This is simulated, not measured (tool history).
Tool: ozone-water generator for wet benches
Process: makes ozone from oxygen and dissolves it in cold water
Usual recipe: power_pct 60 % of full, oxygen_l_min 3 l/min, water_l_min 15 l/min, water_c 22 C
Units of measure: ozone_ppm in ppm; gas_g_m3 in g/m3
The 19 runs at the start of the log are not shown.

run    hour  power_pct  oxygen_l_min  water_l_min  water_c  ozone_ppm  gas_g_m3
 20  1698.4         60             3           15       22       16.5     240.2
 21  1792.2         60             3           15       23       16.2     239.9
 22  1888.1         60             3           23       22       10.3     240.7
 23  1968.1         60             3           10       22       24.2     239.7
 24  2066.8         60             3           10       22       24.2       241
 25  2166.6         60             3           10       22       24.1     240.2
 26  2219.9         41          3.28           15       23       12.7     177.2
 27  2288.5         69          2.96           18       18       15.9     267.9
 28    2388         61          2.31           20       22       12.3     289.6
 29  2499.5         91           3.6           20       19       16.8     280.3
 30  2557.7         92             3           11       22       29.4     321.6
     2640.5  -- water thermometer calibrated
 31  2662.5         92             3           11       22         30     318.1
 32  2734.1         92             3           11       22       29.5     321.9

Here are 4 independent what-if runs from the current tool condition. What would each one return?
  A  2855.5         60           2.3           22       22          ?         ?
  B  2855.5         56          1.98           10       22          ?         ?
  C  2855.5         92          3.28           20       30          ?         ?
  D  2855.5         92          3.81           11       22          ?         ?

run  ozone_ppm  gas_g_m3
  A       10.9     290.6
  B       24.7     309.4
  C       14.7     300.8
  D       28.1     273.1
Without the tool's unlogged condition, the same runs would have read:
run  ozone_ppm  gas_g_m3
  A       10.9     283.5
  B       24.7     301.7
  C       14.7     293.4
  D       28.2     266.4
